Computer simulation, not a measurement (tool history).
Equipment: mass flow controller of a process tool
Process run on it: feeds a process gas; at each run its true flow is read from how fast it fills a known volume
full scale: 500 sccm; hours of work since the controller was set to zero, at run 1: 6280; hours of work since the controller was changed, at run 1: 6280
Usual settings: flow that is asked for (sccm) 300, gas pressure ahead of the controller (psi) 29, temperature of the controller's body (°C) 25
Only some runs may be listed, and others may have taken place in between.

run,hour,flow that is asked for (sccm),gas pressure ahead of the controller (psi),temperature of the controller's body (°C),hours of work since the controller was set to zero,hours of work since the controller was changed,true flow (%)
1,0,300,29,25,6280,6280,100.4
2,91.1,300,29,29,6348,6348,100.03
3,208.8,55,29,29,6436,6436,92.56
4,269.5,55,29,29,6481,6481,92.4
5,334.7,55,29,29,6530,6530,92.35
6,402.9,300,29,25,6581,6581,100.51
7,478.7,127,29,25,6637,6637,97.6
8,564.6,127,29,25,6701,6701,97.67
9,649.4,127,29,25,6765,6765,97.4
10,734.4,127,29,23,6828,6828,97.72
11,792.6,300,29,25,6871,6871,100.59
12,901.3,300,29,25,6952,6952,100.69
13,952.5,191,29,25,6990,6990,99.05
14,1020.3,191,29,25,7041,7041,99.14
15,1124.4,111,24.1,30,7119,7119,96.19
16,1179.6,111,24.1,30,7160,7160,96.17
17,1286.2,111,24.1,30,7239,7239,96.07
18,1405.4,80,25.5,23,7328,7328,95.14
19,1492.5,80,25.5,23,7393,7393,95.09
20,1564.8,80,25.5,23,7447,7447,95.12
21,1671.7,191,22.2,35,7527,7527,97.89
22,1722.7,191,22.2,35,7565,7565,97.87
23,1810,105,29,38,7630,7630,95.31

Branching from run 23: 4 alternative next runs. What would each branch give?
A,1881.4,399,30.7,26,7683,7683,?
B,1881.4,278,29,25,7683,7683,?
C,1881.4,105,39.9,32,7683,7683,?
D,1881.4,169,33.8,28,7683,7683,?

run,true flow (%)
A,101.79
B,100.37
C,96.38
D,98.69
The same runs, with their run-to-run variation unchanged, on a tool lacking any hidden condition would have given:
run,true flow (%)
A,99.48
B,98.6
C,97.57
D,98.07
